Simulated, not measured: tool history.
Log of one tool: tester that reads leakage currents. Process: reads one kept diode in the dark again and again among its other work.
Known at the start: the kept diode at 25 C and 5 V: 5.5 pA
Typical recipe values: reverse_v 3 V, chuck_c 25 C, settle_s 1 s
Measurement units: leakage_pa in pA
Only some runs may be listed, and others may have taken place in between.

run,hour,reverse_v,chuck_c,settle_s,leakage_pa
1,0,3,25,1,5.02
2,96,3,25,1,5.15
3,258.6,3,25,1,5.43
4,458.2,3,25,1,5.76
5,590.8,3,25,1,5.92
6,712.4,3,25,1,6.15
7,913.5,3,25,0.72,6.6
8,1016.9,3,34,1,10.07
9,1119,3,34,1,10.22
# hour 1216.4: tester calibrated
10,1240.8,3,34,1,10.24
# hour 1406.3: chuck's temperature calibrated
11,1441.5,3,34,1,10.82
12,1608.1,3,34,1,11.01
13,1689.5,3,34,1,11.19
14,1850.6,3,34,1,11.39
15,1957.5,3,25,1,7.78
16,2077.5,3,25,1,8.19
17,2173.5,3,25,1,8.12
18,2291.8,3,25,1,8.46
19,2436.3,3,25,1,8.61
20,2593.6,3,29,2.98,9.94
21,2702,3,29,2.98,9.93
# hour 2760.6: probe card cleaned and baked
# hour 2804.1: chuck's temperature calibrated
22,2878.8,3,29,2.98,6.07
23,2982.9,3,41,0.59,13.77
24,3115.4,3,41,0.59,14.02
25,3294.7,3,41,0.47,14.43
26,3386,6.51,41,1.6,22.31
27,3557.6,3,46,1,18.87
28,3745,2.06,55,2.46,25.13
29,3914,2.06,55,2.46,25.21
30,4112.7,19.36,55,2.46,98.31
# hour 4200.3: chuck's temperature calibrated
31,4312,19.36,55,2.46,102.14
32,4404.5,2.89,25,1,7.13
33,4510,1.3,25,1.56,3.97
34,4703.9,1.25,21,0.97,3.39
# hour 4808.5: tester calibrated
35,4835.6,1.25,21,0.97,3.47
36,4957.2,3.92,35,1,14.82
37,5155.9,1.78,25,1,5.5
38,5254,1.78,25,1,5.72

4 options for the next run, each taken on its own from the tool as it stands now. Forecast them:
A,5382.7,11.5,25,6.37,?
B,5382.7,3.94,42,0.75,?
C,5382.7,3.91,42,5.18,?
D,5382.7,3.6,25,1,?

run,leakage_pa
A,24.69
B,21.62
C,20.44
D,10.11
With no hidden state in the tool, these same runs would have given:
run,leakage_pa
A,9.35
B,16.68
C,15.55
D,5.34
